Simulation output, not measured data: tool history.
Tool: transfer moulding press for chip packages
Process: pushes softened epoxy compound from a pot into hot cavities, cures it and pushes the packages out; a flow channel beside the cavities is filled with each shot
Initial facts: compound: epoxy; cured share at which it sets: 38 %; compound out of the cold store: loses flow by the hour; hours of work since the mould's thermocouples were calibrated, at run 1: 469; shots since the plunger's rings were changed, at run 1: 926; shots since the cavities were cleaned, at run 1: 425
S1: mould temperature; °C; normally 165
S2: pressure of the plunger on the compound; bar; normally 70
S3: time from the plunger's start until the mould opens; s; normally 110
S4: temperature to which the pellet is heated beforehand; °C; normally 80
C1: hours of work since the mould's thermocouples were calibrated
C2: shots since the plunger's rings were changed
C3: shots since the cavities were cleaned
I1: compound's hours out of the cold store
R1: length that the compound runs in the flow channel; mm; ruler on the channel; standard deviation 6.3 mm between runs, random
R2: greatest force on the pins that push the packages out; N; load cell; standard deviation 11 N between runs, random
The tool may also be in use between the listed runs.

run,hour,S1,S2,S3,S4,C1,C2,C3,I1,R1,R2
1,0,165,70,110,80,469,926,425,41.1,638,1079
# hour 10.4: cavities cleaned with cleaning compound and waxed
# hour 67.9: cavities cleaned with cleaning compound and waxed
2,79.1,165,70,110,80,513,1659,109,16.5,709,748
# hour 124: cavities cleaned with cleaning compound and waxed
3,147.1,165,70,110,89,552,2299,222,8.4,731,933
# hour 179.7: cavities cleaned with cleaning compound and waxed
# hour 241.2: cavities cleaned with cleaning compound and waxed
4,245.4,166,70,110,80,607,3216,40,24,665,557
# hour 268.2: mould's thermocouples calibrated
# hour 299.8: cavities cleaned with cleaning compound and waxed
5,350.4,166,70,110,80,47,4194,487,20.9,675,1058
# hour 357.1: cavities cleaned with cleaning compound and waxed
# hour 411.9: cavities cleaned with cleaning compound and waxed
6,422.4,165,70,110,80,87,4859,101,22.6,654,756
# hour 466.3: cavities cleaned with cleaning compound and waxed
7,473.2,165,70,110,80,115,5333,66,19.4,658,676
# hour 491.4: plunger's sealing rings changed
# hour 524.1: cavities cleaned with cleaning compound and waxed
8,543.5,165,70,110,80,153,487,186,31.8,684,888
# hour 585.4: cavities cleaned with cleaning compound and waxed
9,604.9,165,70,115,80,188,1064,187,46.2,617,784
# hour 643.5: cavities cleaned with cleaning compound and waxed
# hour 699.5: cavities cleaned with cleaning compound and waxed
10,708.2,165,70,115,80,246,2031,84,47.7,617,608
# hour 742.9: mould's thermocouples calibrated, once more
# hour 760.1: cavities cleaned with cleaning compound and waxed
11,760.1,169,70,110,80,9,2496,0,32,641,456
# hour 816.1: cavities cleaned with cleaning compound and waxed
12,855.2,165,70,110,80,63,3398,377,37.7,620,961
# hour 873.5: cavities cleaned with cleaning compound and waxed
# hour 932.3: cavities cleaned with cleaning compound and waxed
13,945.5,165,81.6,112,80,114,4238,127,18.9,724,712
# hour 988.9: cavities cleaned with cleaning compound and waxed
14,1011.4,165,81.6,112,80,151,4859,217,45.3,644,803
# hour 1048: cavities cleaned with cleaning compound and waxed
# hour 1076.5: plunger's sealing rings changed
15,1101.7,172,53.5,116,88,201,244,494,21.3,599,859
# hour 1109: cavities cleaned with cleaning compound and waxed
# hour 1164: cavities cleaned with cleaning compound and waxed
16,1170.4,159,53.5,95,90,239,876,62,10.3,652,1359
# hour 1222: cavities cleaned with cleaning compound and waxed
17,1257,165,70,121,83,288,1696,338,35.6,661,830
# hour 1278.8: cavities cleaned with cleaning compound and waxed
# hour 1336.8: cavities cleaned with cleaning compound and waxed
18,1340.1,165,70,121,83,334,2466,31,40.9,625,490
# hour 1395.7: cavities cleaned with cleaning compound and waxed
19,1434.9,165,70,121,83,388,3365,378,12.5,705,867
# hour 1453.9: cavities cleaned with cleaning compound and waxed
20,1495.3,165,79.8,121,83,422,3932,399,18,734,923
# hour 1510.9: cavities cleaned with cleaning compound and waxed
21,1548.4,165,79.8,121,83,452,4429,361,15.1,732,921
# hour 1570.3: cavities cleaned with cleaning compound and waxed
22,1606.3,162,70,119,80,485,4972,347,28.8,647,1015
# hour 1626: cavities cleaned with cleaning compound and waxed
23,1649.3,167,86.1,106,80,509,5372,224,33.7,690,855
# hour 1661: plunger's sealing rings changed
# hour 1687.9: cavities cleaned with cleaning compound and waxed
24,1726.9,167,72.9,128,80,551,619,375,15,712,870

Below are 3 alternative next runs, each starting from the tool's condition after run 24. Predict each:
# hour 1742.3: cavities cleaned with cleaning compound and waxed
A,1783.7,165,59.3,110,80,583,1152,399,25,?,?
# hour 1742.3: cavities cleaned with cleaning compound and waxed
B,1783.7,167,70,110,80,583,1152,399,46.6,?,?
# hour 1742.3: cavities cleaned with cleaning compound and waxed
C,1783.7,165,70,110,82,583,1152,399,38.2,?,?

run,R1,R2
A,634,1046
B,613,917
C,654,1007
With no hidden state in the tool, these same runs would have given:
run,R1,R2
A,642,504
B,622,446
C,663,487

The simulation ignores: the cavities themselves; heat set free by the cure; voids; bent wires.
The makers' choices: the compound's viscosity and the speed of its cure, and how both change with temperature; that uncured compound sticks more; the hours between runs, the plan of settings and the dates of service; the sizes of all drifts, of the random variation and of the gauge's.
